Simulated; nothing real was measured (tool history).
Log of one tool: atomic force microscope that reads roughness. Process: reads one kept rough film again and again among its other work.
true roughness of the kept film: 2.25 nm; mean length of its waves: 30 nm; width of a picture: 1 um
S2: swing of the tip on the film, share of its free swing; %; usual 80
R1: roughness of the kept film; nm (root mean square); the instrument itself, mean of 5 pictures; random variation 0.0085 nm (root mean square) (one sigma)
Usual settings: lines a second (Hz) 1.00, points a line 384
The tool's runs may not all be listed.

run 1 hour=0.0 | lines_a_second_(Hz)=1.00 S2=80 points_a_line=384 | R1=1.704
run 2 hour=11.7 | lines_a_second_(Hz)=1.00 S2=80 points_a_line=384 | R1=1.700
run 3 hour=23.5 | lines_a_second_(Hz)=1.00 S2=80 points_a_line=384 | R1=1.674
run 4 hour=32.0 | lines_a_second_(Hz)=1.00 S2=80 points_a_line=384 | R1=1.663
run 5 hour=37.8 | lines_a_second_(Hz)=1.00 S2=80 points_a_line=366 | R1=1.632
run 6 hour=48.3 | lines_a_second_(Hz)=1.00 S2=80 points_a_line=366 | R1=1.634
run 7 hour=56.7 | lines_a_second_(Hz)=1.00 S2=80 points_a_line=366 | R1=1.595
run 8 hour=66.8 | lines_a_second_(Hz)=1.00 S2=80 points_a_line=366 | R1=1.597
run 9 hour=71.9 | lines_a_second_(Hz)=1.17 S2=80 points_a_line=384 | R1=1.538
run 10 hour=79.2 | lines_a_second_(Hz)=1.00 S2=80 points_a_line=384 | R1=1.569
-- hour=88.5 new tip fitted
run 11 hour=89.4 | lines_a_second_(Hz)=1.00 S2=80 points_a_line=552 | R1=1.854
run 12 hour=95.3 | lines_a_second_(Hz)=1.00 S2=80 points_a_line=552 | R1=1.872
run 13 hour=107.5 | lines_a_second_(Hz)=1.00 S2=80 points_a_line=384 | R1=1.830
run 14 hour=113.0 | lines_a_second_(Hz)=1.00 S2=80 points_a_line=737 | R1=1.814
run 15 hour=122.6 | lines_a_second_(Hz)=1.29 S2=80 points_a_line=737 | R1=1.747
run 16 hour=128.3 | lines_a_second_(Hz)=1.29 S2=80 points_a_line=737 | R1=1.732
run 17 hour=137.2 | lines_a_second_(Hz)=1.29 S2=80 points_a_line=737 | R1=1.733
run 18 hour=149.2 | lines_a_second_(Hz)=1.00 S2=80 points_a_line=962 | R1=1.745
run 19 hour=160.7 | lines_a_second_(Hz)=1.00 S2=80 points_a_line=384 | R1=1.705
run 20 hour=171.0 | lines_a_second_(Hz)=1.00 S2=80 points_a_line=384 | R1=1.696
run 21 hour=178.0 | lines_a_second_(Hz)=1.14 S2=80 points_a_line=384 | R1=1.648
run 22 hour=185.6 | lines_a_second_(Hz)=1.14 S2=80 points_a_line=384 | R1=1.634
run 23 hour=197.7 | lines_a_second_(Hz)=1.00 S2=68 points_a_line=384 | R1=1.733
run 24 hour=209.2 | lines_a_second_(Hz)=1.00 S2=68 points_a_line=384 | R1=1.709
run 25 hour=215.7 | lines_a_second_(Hz)=1.00 S2=68 points_a_line=384 | R1=1.694
run 26 hour=222.6 | lines_a_second_(Hz)=3.51 S2=66 points_a_line=314 | R1=1.495
run 27 hour=235.0 | lines_a_second_(Hz)=2.39 S2=57 points_a_line=722 | R1=1.668
run 28 hour=244.0 | lines_a_second_(Hz)=0.60 S2=70 points_a_line=758 | R1=1.677
-- hour=249.5 new tip fitted
run 29 hour=255.3 | lines_a_second_(Hz)=1.00 S2=80 points_a_line=521 | R1=1.880
run 30 hour=262.4 | lines_a_second_(Hz)=1.00 S2=80 points_a_line=521 | R1=1.842
run 31 hour=268.8 | lines_a_second_(Hz)=1.00 S2=80 points_a_line=521 | R1=1.827
run 32 hour=277.1 | lines_a_second_(Hz)=3.53 S2=68 points_a_line=354 | R1=1.679
run 33 hour=282.8 | lines_a_second_(Hz)=1.78 S2=68 points_a_line=350 | R1=1.804
run 34 hour=288.4 | lines_a_second_(Hz)=1.78 S2=68 points_a_line=350 | R1=1.794
run 35 hour=297.9 | lines_a_second_(Hz)=1.00 S2=60 points_a_line=309 | R1=1.874
run 36 hour=307.7 | lines_a_second_(Hz)=0.99 S2=85 points_a_line=267 | R1=1.670
run 37 hour=315.6 | lines_a_second_(Hz)=3.62 S2=80 points_a_line=595 | R1=1.371
run 38 hour=327.3 | lines_a_second_(Hz)=3.62 S2=80 points_a_line=595 | R1=1.346
run 39 hour=334.0 | lines_a_second_(Hz)=1.00 S2=80 points_a_line=498 | R1=1.687
run 40 hour=340.0 | lines_a_second_(Hz)=1.00 S2=80 points_a_line=498 | R1=1.680
run 41 hour=347.0 | lines_a_second_(Hz)=1.00 S2=80 points_a_line=498 | R1=1.657
run 42 hour=353.3 | lines_a_second_(Hz)=2.78 S2=80 points_a_line=384 | R1=1.396
run 43 hour=364.0 | lines_a_second_(Hz)=2.78 S2=80 points_a_line=384 | R1=1.380
run 44 hour=375.8 | lines_a_second_(Hz)=2.78 S2=80 points_a_line=384 | R1=1.361
run 45 hour=385.3 | lines_a_second_(Hz)=3.10 S2=74 points_a_line=384 | R1=1.409
run 46 hour=392.3 | lines_a_second_(Hz)=1.52 S2=56 points_a_line=384 | R1=1.683

Measured less the same run without the tool's hidden state. The same run-to-run variation is in both; the gauge's scatter may not be:
The hidden state here: radius of the tip, nm; height scale over the true one, %; drift of the gauge itself on roughness_nm, %.
run=1 R1=-0.161
run=2 R1=-0.186
run=3 R1=-0.211
run=4 R1=-0.227
run=5 R1=-0.238
run=6 R1=-0.261
run=7 R1=-0.271
run=8 R1=-0.291
run=9 R1=-0.293
run=10 R1=-0.310
run=11 R1=-0.008
run=12 R1=-0.022
run=13 R1=-0.051
run=14 R1=-0.063
run=15 R1=-0.082
run=16 R1=-0.093
run=17 R1=-0.113
run=18 R1=-0.143
run=19 R1=-0.163
run=20 R1=-0.187
run=21 R1=-0.194
run=22 R1=-0.213
run=23 R1=-0.249
run=24 R1=-0.271
run=25 R1=-0.285
run=26 R1=-0.262
run=27 R1=-0.321
run=28 R1=-0.339
run=29 R1=-0.022
run=30 R1=-0.038
run=31 R1=-0.054
run=32 R1=-0.067
run=33 R1=-0.088
run=34 R1=-0.099
run=35 R1=-0.129
run=36 R1=-0.137
run=37 R1=-0.127
run=38 R1=-0.146
run=39 R1=-0.195
run=40 R1=-0.209
run=41 R1=-0.224
run=42 R1=-0.201
run=43 R1=-0.217
run=44 R1=-0.236
run=45 R1=-0.259
run=46 R1=-0.325
